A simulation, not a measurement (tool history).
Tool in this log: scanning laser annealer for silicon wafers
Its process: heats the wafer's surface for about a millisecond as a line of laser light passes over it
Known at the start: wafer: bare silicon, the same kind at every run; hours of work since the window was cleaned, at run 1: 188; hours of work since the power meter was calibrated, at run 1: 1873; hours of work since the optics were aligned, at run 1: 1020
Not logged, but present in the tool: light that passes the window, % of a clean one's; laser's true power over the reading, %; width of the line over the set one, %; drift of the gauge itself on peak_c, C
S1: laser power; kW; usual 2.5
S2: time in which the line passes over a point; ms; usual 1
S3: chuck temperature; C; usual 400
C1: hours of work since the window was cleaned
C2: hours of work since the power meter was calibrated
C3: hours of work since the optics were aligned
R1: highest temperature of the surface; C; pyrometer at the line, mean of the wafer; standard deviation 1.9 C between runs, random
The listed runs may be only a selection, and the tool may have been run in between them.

run   hour     S1    S2   S3   C1    C2    C3    R1
  1      0    2.5     1  400  188  1873  1020  1204
  2   95.2    2.5     1  400  259  1944  1091  1204
  3  169.3  2.164     1  400  315  1999  1146  1062
  4  244.5    2.5     1  400  371  2056  1203  1196
  5  311.7    2.5     1  400  421  2106  1253  1195
  6  351.6    2.5     1  400  451  2136  1283  1194
  7  431.7  2.197     1  400  511  2196  1343  1067
     504.2  -- optics aligned, line set to its width
  8  515.3  2.719  0.75  411  570  2255     8  1189
  9  577.8  2.719  1.13  408  617  2301    55  1355
 10    637  2.269  1.08  415  661  2346    99  1147
 11  703.4  2.269  1.25  415  711  2395   149  1197

Forecast run 12:
 12  750.4  2.132  0.82  419  746  2431  184   ?

Run 12 yielded R1 1004 C.
On a tool with no hidden condition, and with the same random variation, this run would have come out at R1 1040 C.

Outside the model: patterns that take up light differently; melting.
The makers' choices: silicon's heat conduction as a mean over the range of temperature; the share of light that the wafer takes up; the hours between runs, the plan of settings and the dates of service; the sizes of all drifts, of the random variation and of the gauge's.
